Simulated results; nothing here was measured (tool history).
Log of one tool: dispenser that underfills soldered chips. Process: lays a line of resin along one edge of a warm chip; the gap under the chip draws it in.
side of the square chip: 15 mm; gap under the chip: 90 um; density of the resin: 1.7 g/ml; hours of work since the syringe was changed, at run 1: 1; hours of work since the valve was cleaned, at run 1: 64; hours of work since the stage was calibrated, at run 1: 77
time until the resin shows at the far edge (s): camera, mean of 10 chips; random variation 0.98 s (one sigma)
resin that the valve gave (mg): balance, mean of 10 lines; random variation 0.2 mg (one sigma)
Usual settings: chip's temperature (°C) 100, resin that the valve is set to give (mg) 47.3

| run | hour | chip's temperature (°C) | resin that the valve is set to give (mg) | hours of work since the syringe was changed | hours of work since the valve was cleaned | hours of work since the stage was calibrated | time until the resin shows at the far edge (s) | resin that the valve gave (mg) |
|---|---|---|---|---|---|---|---|---|
| 1 | 0 | 100 | 47.3 | 1 | 64 | 77 | 101.5 | 45.2 |
| 2 | 13.2 | 100 | 47.3 | 10 | 72 | 85 | 182.3 | 45.32 |
|  | 16.2 | new syringe of resin |
| 3 | 26.3 | 100 | 55.5 | 6 | 80 | 94 | 142.8 | 52.95 |
|  | 33.3 | new syringe of resin |
|  | 39.7 | dispensing valve cleaned and set on the balance |
| 4 | 39.7 | 100 | 55.5 | 3 | 0 | 101 | 116.2 | 55.7 |
|  | 52.4 | new syringe of resin |
| 5 | 52.8 | 100 | 55.5 | 0 | 8 | 109 | 90.8 | 55.61 |
| 6 | 62.3 | 100 | 55.5 | 6 | 14 | 115 | 137.3 | 55.53 |
|  | 69.3 | new syringe of resin |
| 7 | 74.2 | 100 | 47.3 | 3 | 22 | 123 | 113.3 | 46.71 |
|  | 86.8 | new syringe of resin |
| 8 | 90.2 | 100 | 47.3 | 2 | 31 | 133 | 106.2 | 45.99 |
|  | 104.5 | new syringe of resin |
| 9 | 105 | 100 | 47.3 | 0 | 41 | 142 | 95.2 | 46.24 |
| 10 | 118.9 | 100 | 52.8 | 9 | 49 | 151 | 168.5 | 51.16 |
|  | 122.3 | new syringe of resin |
| 11 | 133.7 | 100 | 52.8 | 7 | 59 | 160 | 146.2 | 51.01 |
|  | 139.9 | new syringe of resin |
| 12 | 145.9 | 100 | 52.8 | 4 | 66 | 167 | 116.5 | 50.87 |
|  | 157.4 | new syringe of resin |
| 13 | 158.3 | 100 | 42.8 | 1 | 74 | 175 | 100.7 | 40.69 |
| 14 | 173.3 | 100 | 42.8 | 10 | 83 | 184 | 196.4 | 40.74 |
|  | 175 | new syringe of resin |
|  | 182.8 | dispensing valve cleaned and set on the balance |
| 15 | 184.6 | 100 | 47.3 | 5 | 1 | 191 | 131.9 | 47.23 |
|  | 193.1 | new syringe of resin |
| 16 | 193.4 | 100 | 47.3 | 0 | 6 | 196 | 93.1 | 47.1 |
| 17 | 209.2 | 100 | 47.3 | 10 | 16 | 206 | 180.1 | 46.79 |
|  | 210.1 | new syringe of resin |
| 18 | 221.5 | 90 | 47.3 | 7 | 24 | 214 | 229.2 | 46.29 |
|  | 227.5 | new syringe of resin |
| 19 | 233.5 | 96 | 59.6 | 4 | 31 | 221 | 136 | 58.31 |
|  | 244.6 | new syringe of resin |
| 20 | 245.8 | 88 | 61.1 | 1 | 39 | 229 | 157.2 | 59.56 |
| 21 | 257.1 | 112 | 42.5 | 8 | 46 | 236 | 98.8 | 41.03 |
|  | 261.7 | new syringe of resin |
| 22 | 271.6 | 112 | 42.5 | 6 | 55 | 245 | 91.1 | 40.97 |
|  | 278.7 | new syringe of resin |
| 23 | 278.7 | 113 | 52.1 | 0 | 60 | 249 | 54.4 | 50.08 |

Forecast run 24:
| 24 | 288.5 | 114 | 42.8 | 6 | 66 | 255 | ? | ? |

time until the resin shows at the far edge (s): 82.3
resin that the valve gave (mg): 40.83
Without the tool's hidden state the same run would have given time until the resin shows at the far edge (s) 53.8, resin that the valve gave (mg) 42.71.

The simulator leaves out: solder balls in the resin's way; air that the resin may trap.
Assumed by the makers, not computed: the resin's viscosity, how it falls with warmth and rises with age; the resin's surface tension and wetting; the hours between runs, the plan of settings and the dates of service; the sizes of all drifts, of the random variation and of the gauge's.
